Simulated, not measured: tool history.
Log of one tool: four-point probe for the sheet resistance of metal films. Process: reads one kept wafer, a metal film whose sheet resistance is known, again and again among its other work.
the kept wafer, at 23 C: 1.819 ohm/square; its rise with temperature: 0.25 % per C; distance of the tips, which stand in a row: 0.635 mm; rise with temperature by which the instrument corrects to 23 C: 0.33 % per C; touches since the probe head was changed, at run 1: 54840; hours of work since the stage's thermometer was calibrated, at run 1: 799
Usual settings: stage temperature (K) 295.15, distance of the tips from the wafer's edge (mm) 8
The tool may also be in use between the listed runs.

run	day	stage temperature (K)	distance of the tips from the wafer's edge (mm)	touches since the probe head was changed	hours of work since the stage's thermometer was calibrated	sheet resistance as the instrument gives it (ohm/square)
1	0	295.15	8	54840	799	1.848413
2	2.371	295.15	8	55748	825	1.849862
3	6.5	295.15	8	57329	871	1.849685
4	9.496	295.15	8	58476	904	1.850122
5	13.496	295.15	8	60007	948	1.84966
6	15.917	299.15	8	60934	975	1.845512
7	18.629	299.15	8	61973	1005	1.844424
8	20.396	299.15	8	62648	1025	1.844679
9	24.488	299.15	8	64215	1070	1.845503
10	28.238	299.15	8	65652	1111	1.845458
11	32.092	295.15	60	67127	1154	1.845936
# day 32.292: stage's thermometer calibrated
12	35.979	295.15	60	68607	41	1.8455
13	39.854	295.15	8	70091	84	1.852755
14	41.942	295.15	3	70891	107	1.889421
15	44.304	291.15	5	71795	133	1.868505
16	47.371	295.15	9	72969	167	1.8519
17	50.479	295.15	9	74159	201	1.85162
# day 52: stage's thermometer calibrated, once more
18	54.004	295.15	3	75500	22	1.892227
19	57.321	295.15	3	76771	59	1.892049
20	60.971	295.15	3	78168	99	1.892498
21	64.417	301.15	5	79487	137	1.857012
22	68.267	301.15	5	80961	180	1.856567
23	71.746	298.15	4	82293	218	1.870983
24	74.788	298.15	11	83459	252	1.849093
25	77.896	303.15	8	84648	286	1.845072
26	79.908	306.15	12	85419	309	1.837968
27	83.483	301.15	53	86787	348	1.842616
28	87.158	292.15	10	88195	389	1.859359

The same runs without the tool's hidden state, with the same run-to-run variation:
The hidden state here: inner tips' distance over the nominal, %; tips' flats over new ones', %; wafer's true temperature over the reading, C; drift of the gauge itself on sheet_ohm, %.
run	sheet resistance as the instrument gives it (ohm/square)
1	1.826057
2	1.82728
3	1.826777
4	1.826978
5	1.826154
6	1.821853
7	1.820545
8	1.82066
9	1.82116
10	1.820804
11	1.820956
12	1.820393
13	1.827255
14	1.863281
15	1.842457
16	1.825823
17	1.825319
18	1.86346
19	1.862996
20	1.863136
21	1.827891
22	1.82712
23	1.841046
24	1.819223
25	1.815018
26	1.80787
27	1.812138
28	1.828312
